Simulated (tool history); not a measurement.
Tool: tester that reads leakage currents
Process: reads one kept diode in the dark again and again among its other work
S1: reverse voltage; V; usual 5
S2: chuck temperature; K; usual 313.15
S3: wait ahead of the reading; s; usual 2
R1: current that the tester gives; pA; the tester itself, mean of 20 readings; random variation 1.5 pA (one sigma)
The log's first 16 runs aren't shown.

Run 17, day 72.175: usual settings but S2 299.15 K. Result: R1 190.68 pA.
At day 74.971: chuck's temperature calibrated.
Run 18, day 77.883: usual settings but S2 299.15 K. Result: R1 170.52 pA.
Run 19, day 81.738: usual settings but S3 6.01 s. Result: R1 516.93 pA.
Run 20, day 85.438: usual settings but S2 323.15 K. Result: R1 1104.53 pA.
Run 21, day 89.896: usual settings but S2 323.15 K. Result: R1 1108.2 pA.
At day 92.25: probe card cleaned and baked.
Run 22, day 95.779: usual settings but S2 311.15 K, S3 0.79 s. Result: R1 437.5 pA.
Run 23, day 98.392: usual settings but S1 1.64 V, S2 332.15 K, S3 4.97 s. Result: R1 1340.09 pA.
Run 24, day 104.725: usual settings but S1 6.47 V, S2 332.15 K, S3 1.23 s. Result: R1 2368.86 pA.
Run 25, day 110.475: usual settings but S3 4.64 s. Result: R1 521.49 pA.
Run 26, day 113.612: usual settings but S1 6.91 V, S2 318.15 K, S3 2.5 s. Result: R1 876.17 pA.
Run 27, day 119.358: usual settings but S1 1.06 V, S2 309.15 K. Result: R1 202.34 pA.
Run 28, day 124.788: usual settings but S1 12.57 V, S2 320.15 K, S3 0.36 s. Result: R1 1322.11 pA.
Run 29, day 127.896: usual settings but S1 19.48 V, S2 299.15 K, S3 3.62 s. Result: R1 298.35 pA.
Run 30, day 130.875: usual settings but S1 8.9 V, S3 1.63 s. Result: R1 671.12 pA.
Run 31, day 134.138: usual settings but S1 13.55 V, S3 2.03 s. Result: R1 800.6 pA.
Run 32, day 140.117: usual settings but S1 4.88 V, S2 302.15 K, S3 1.23 s. Result: R1 218.35 pA.
Run 33, day 145.442: usual settings but S1 4.88 V, S2 329.15 K, S3 0.82 s. Result: R1 1763.08 pA.
Run 34, day 150.896: usual settings but S1 4.88 V, S2 329.15 K, S3 0.82 s. Result: R1 1770.86 pA.
Run 35, day 156.4: usual settings but S1 7.37 V, S2 297.15 K. Result: R1 174.9 pA.
Run 36, day 162.525: usual settings but S1 10.27 V, S2 297.15 K, S3 3.73 s. Result: R1 202.82 pA.
Run 37, day 167.567: usual settings but S2 297.15 K. Result: R1 151.08 pA.

The next listed run, before its measurement:
Run 38, day 173.625: usual settings but S1 2.64 V, S2 326.15 K, S3 3.31 s. Result: R1 ?.

Run 38 gave R1 1141.86 pA.
Without the tool's hidden state the same run would have given R1 1041.69 pA.
